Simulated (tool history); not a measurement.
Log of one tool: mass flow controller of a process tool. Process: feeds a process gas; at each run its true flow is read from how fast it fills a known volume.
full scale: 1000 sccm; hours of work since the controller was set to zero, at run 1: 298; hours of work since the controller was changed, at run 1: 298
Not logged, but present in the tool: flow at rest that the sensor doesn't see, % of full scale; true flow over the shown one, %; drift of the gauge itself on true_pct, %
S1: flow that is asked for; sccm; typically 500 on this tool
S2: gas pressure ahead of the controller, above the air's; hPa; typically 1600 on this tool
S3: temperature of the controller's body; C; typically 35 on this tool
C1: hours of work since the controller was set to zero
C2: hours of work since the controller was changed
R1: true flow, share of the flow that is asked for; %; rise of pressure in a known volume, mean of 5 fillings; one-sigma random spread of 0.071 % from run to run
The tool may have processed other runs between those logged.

{"run": 1, "hour": 0.0, "S1": 500, "S2": 1600, "S3": 35, "C1": 298, "C2": 298, "R1": 100.09}
{"run": 2, "hour": 49.4, "S1": 500, "S2": 1600, "S3": 35, "C1": 337, "C2": 337, "R1": 100.18}
{"run": 3, "hour": 114.2, "S1": 848, "S2": 1600, "S3": 35, "C1": 388, "C2": 388, "R1": 100.74}
{"run": 4, "hour": 180.4, "S1": 848, "S2": 1600, "S3": 35, "C1": 440, "C2": 440, "R1": 100.81}
{"run": 5, "hour": 225.8, "S1": 848, "S2": 1600, "S3": 35, "C1": 476, "C2": 476, "R1": 100.76}
{"run": 6, "hour": 310.7, "S1": 377, "S2": 1600, "S3": 35, "C1": 542, "C2": 542, "R1": 100.05}
{"run": 7, "hour": 392.3, "S1": 500, "S2": 1600, "S3": 35, "C1": 606, "C2": 606, "R1": 100.21}
{"run": 8, "hour": 428.8, "S1": 500, "S2": 2700, "S3": 35, "C1": 635, "C2": 635, "R1": 100.1}
{"run": 9, "hour": 510.2, "S1": 500, "S2": 1600, "S3": 35, "C1": 699, "C2": 699, "R1": 100.37}
{"run": 10, "hour": 560.8, "S1": 500, "S2": 1600, "S3": 35, "C1": 739, "C2": 739, "R1": 100.27}
{"run": 11, "hour": 601.0, "S1": 500, "S2": 1600, "S3": 35, "C1": 770, "C2": 770, "R1": 100.38}
{"run": 12, "hour": 675.4, "S1": 688, "S2": 1600, "S3": 35, "C1": 829, "C2": 829, "R1": 100.47}
{"run": 13, "hour": 750.4, "S1": 139, "S2": 1600, "S3": 35, "C1": 888, "C2": 888, "R1": 99.61}
{"run": 14, "hour": 823.1, "S1": 139, "S2": 1600, "S3": 35, "C1": 945, "C2": 945, "R1": 99.54}
{"run": 15, "hour": 881.0, "S1": 139, "S2": 1600, "S3": 35, "C1": 990, "C2": 990, "R1": 99.44}
{"run": 16, "hour": 958.2, "S1": 139, "S2": 1600, "S3": 35, "C1": 1051, "C2": 1051, "R1": 99.56}
{"run": 17, "hour": 1019.2, "S1": 139, "S2": 1600, "S3": 35, "C1": 1099, "C2": 1099, "R1": 99.56}
{"run": 18, "hour": 1063.8, "S1": 139, "S2": 1980, "S3": 35, "C1": 1134, "C2": 1134, "R1": 99.39}
{"run": 19, "hour": 1109.1, "S1": 500, "S2": 1600, "S3": 35, "C1": 1169, "C2": 1169, "R1": 100.43}
{"run": 20, "hour": 1174.0, "S1": 500, "S2": 1600, "S3": 35, "C1": 1220, "C2": 1220, "R1": 100.44}
{"run": 21, "hour": 1242.6, "S1": 500, "S2": 1600, "S3": 35, "C1": 1274, "C2": 1274, "R1": 100.71}
{"run": 22, "hour": 1316.7, "S1": 500, "S2": 1600, "S3": 35, "C1": 1333, "C2": 1333, "R1": 100.67}
{"run": 23, "hour": 1396.6, "S1": 500, "S2": 1450, "S3": 35, "C1": 1395, "C2": 1395, "R1": 100.64}
{"hour": 1401.9, "done": "controller's zero set anew"}
{"run": 24, "hour": 1448.0, "S1": 500, "S2": 1600, "S3": 36, "C1": 36, "C2": 1435, "R1": 100.8}
{"run": 25, "hour": 1523.0, "S1": 500, "S2": 1600, "S3": 36, "C1": 95, "C2": 1494, "R1": 100.68}
{"run": 26, "hour": 1575.6, "S1": 623, "S2": 1600, "S3": 35, "C1": 136, "C2": 1535, "R1": 100.87}
{"run": 27, "hour": 1649.1, "S1": 836, "S2": 1620, "S3": 22, "C1": 194, "C2": 1593, "R1": 100.35}
{"run": 28, "hour": 1724.5, "S1": 403, "S2": 1620, "S3": 24, "C1": 253, "C2": 1653, "R1": 99.78}
{"run": 29, "hour": 1790.7, "S1": 403, "S2": 1620, "S3": 24, "C1": 305, "C2": 1704, "R1": 99.79}
{"run": 30, "hour": 1841.5, "S1": 799, "S2": 1620, "S3": 38, "C1": 345, "C2": 1744, "R1": 101.55}
{"run": 31, "hour": 1915.7, "S1": 799, "S2": 1620, "S3": 38, "C1": 404, "C2": 1803, "R1": 101.55}
{"hour": 1924.3, "done": "controller's zero set anew, once more"}
{"run": 32, "hour": 1971.5, "S1": 300, "S2": 2210, "S3": 20, "C1": 37, "C2": 1846, "R1": 99.49}
{"run": 33, "hour": 2016.7, "S1": 348, "S2": 1900, "S3": 24, "C1": 73, "C2": 1882, "R1": 99.98}
{"run": 34, "hour": 2091.4, "S1": 500, "S2": 2660, "S3": 25, "C1": 131, "C2": 1940, "R1": 100.26}
{"run": 35, "hour": 2155.3, "S1": 500, "S2": 2660, "S3": 25, "C1": 181, "C2": 1990, "R1": 100.33}
{"run": 36, "hour": 2236.9, "S1": 500, "S2": 2660, "S3": 25, "C1": 246, "C2": 2055, "R1": 100.16}
{"run": 37, "hour": 2325.7, "S1": 463, "S2": 2020, "S3": 35, "C1": 315, "C2": 2124, "R1": 101.08}
{"run": 38, "hour": 2402.4, "S1": 257, "S2": 2450, "S3": 35, "C1": 376, "C2": 2185, "R1": 100.58}
{"run": 39, "hour": 2476.0, "S1": 257, "S2": 2450, "S3": 25, "C1": 433, "C2": 2242, "R1": 100}
{"run": 40, "hour": 2515.4, "S1": 257, "S2": 2450, "S3": 25, "C1": 464, "C2": 2273, "R1": 100.06}
{"run": 41, "hour": 2577.2, "S1": 257, "S2": 2350, "S3": 25, "C1": 513, "C2": 2322, "R1": 100.05}
{"run": 42, "hour": 2619.4, "S1": 242, "S2": 2210, "S3": 25, "C1": 546, "C2": 2355, "R1": 99.94}
{"run": 43, "hour": 2676.5, "S1": 217, "S2": 2030, "S3": 29, "C1": 591, "C2": 2400, "R1": 100.31}
{"run": 44, "hour": 2719.4, "S1": 217, "S2": 2030, "S3": 29, "C1": 625, "C2": 2434, "R1": 100.33}
{"run": 45, "hour": 2779.6, "S1": 442, "S2": 2010, "S3": 20, "C1": 672, "C2": 2481, "R1": 100.14}
{"run": 46, "hour": 2833.6, "S1": 353, "S2": 2390, "S3": 38, "C1": 714, "C2": 2523, "R1": 101.09}
{"run": 47, "hour": 2897.5, "S1": 500, "S2": 2720, "S3": 35, "C1": 765, "C2": 2574, "R1": 100.98}
{"run": 48, "hour": 2945.0, "S1": 607, "S2": 1440, "S3": 24, "C1": 802, "C2": 2611, "R1": 100.72}
{"run": 49, "hour": 3007.2, "S1": 185, "S2": 1600, "S3": 35, "C1": 851, "C2": 2660, "R1": 100.84}

Consider 3 possible next runs. They are alternatives, not a sequence: every one starts from the tool as it was left by run 49. What does each give?
{"run": "A", "hour": 3049.2, "S1": 675, "S2": 1600, "S3": 35, "C1": 884, "C2": 2693, "R1": "?"}
{"run": "B", "hour": 3049.2, "S1": 327, "S2": 1940, "S3": 32, "C1": 884, "C2": 2693, "R1": "?"}
{"run": "C", "hour": 3049.2, "S1": 312, "S2": 2700, "S3": 23, "C1": 884, "C2": 2693, "R1": "?"}

run=A R1=101.58
run=B R1=100.9
run=C R1=100.04
What these runs would have given with no unlogged condition in the tool:
run=A R1=100.18
run=B R1=99.58
run=C R1=98.72
